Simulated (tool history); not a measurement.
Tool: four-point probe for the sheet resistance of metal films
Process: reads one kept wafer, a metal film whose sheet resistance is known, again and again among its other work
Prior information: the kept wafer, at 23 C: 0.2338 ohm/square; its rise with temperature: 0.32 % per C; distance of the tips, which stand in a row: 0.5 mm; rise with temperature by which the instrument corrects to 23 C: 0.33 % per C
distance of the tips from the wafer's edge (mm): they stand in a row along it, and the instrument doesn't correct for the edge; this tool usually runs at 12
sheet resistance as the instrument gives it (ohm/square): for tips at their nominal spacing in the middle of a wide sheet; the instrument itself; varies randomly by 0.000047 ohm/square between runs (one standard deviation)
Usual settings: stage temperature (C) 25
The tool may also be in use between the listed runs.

run,hour,stage temperature (C),distance of the tips from the wafer's edge (mm),sheet resistance as the instrument gives it (ohm/square)
1,0.0,25,12,0.234922
2,43.8,25,12,0.234961
3,109.6,25,12,0.234972
4,186.4,25,12,0.234929
5,275.1,25,12,0.234923
6,320.2,25,12,0.235006
7,371.1,34,12,0.234818
8,444.2,34,12,0.234805
9,520.1,34,12,0.234733
10,607.4,25,62,0.234735
11,663.8,25,62,0.234681
12,742.1,18,12,0.234965
13,793.7,25,12,0.234924
14,846.1,25,12,0.234899
15,907.3,25,12,0.234963
16,951.0,25,12,0.234853
17,1031.2,25,12,0.234843
18,1104.1,25,12,0.234801
19,1178.2,25,12,0.234868
20,1276.0,25,12,0.234963
21,1363.7,25,12,0.234907
22,1439.2,25,12,0.234846
23,1497.1,25,12,0.234831
24,1599.3,34,3,0.237900
# hour 1607.3: stage's thermometer calibrated
25,1691.9,32,11,0.235097
26,1764.8,31,17,0.235079
27,1820.5,23,27,0.235121
28,1880.7,19,8,0.235593
29,1976.5,23,74,0.234996
30,2045.5,23,74,0.235037
31,2132.5,19,74,0.235100
32,2179.4,19,74,0.235092
# hour 2198.3: stage's thermometer calibrated, once more
33,2259.7,27,22,0.234068
34,2333.5,27,22,0.234052
35,2430.8,30,7,0.234637
36,2525.8,30,7,0.234664
37,2620.8,34,3,0.237252
38,2706.2,34,3,0.237345
39,2748.8,34,3,0.237326
40,2847.9,24,14,0.234151
41,2895.4,24,7,0.234678
42,2985.8,26,65,0.233987
43,3056.6,19,18,0.234178
44,3153.0,27,6,0.234805
45,3230.3,27,6,0.234837

3 ways to go on from here, each from the tool as it stands after run 45. What would each give?
A,3318.6,34,6,?
B,3318.6,19,6,?
C,3318.6,23,10,?

run,sheet resistance as the instrument gives it (ohm/square)
A,0.234694
B,0.234995
C,0.234335
With no hidden state in the tool, these same runs would have given:
run,sheet resistance as the instrument gives it (ohm/square)
A,0.234469
B,0.234765
C,0.234106
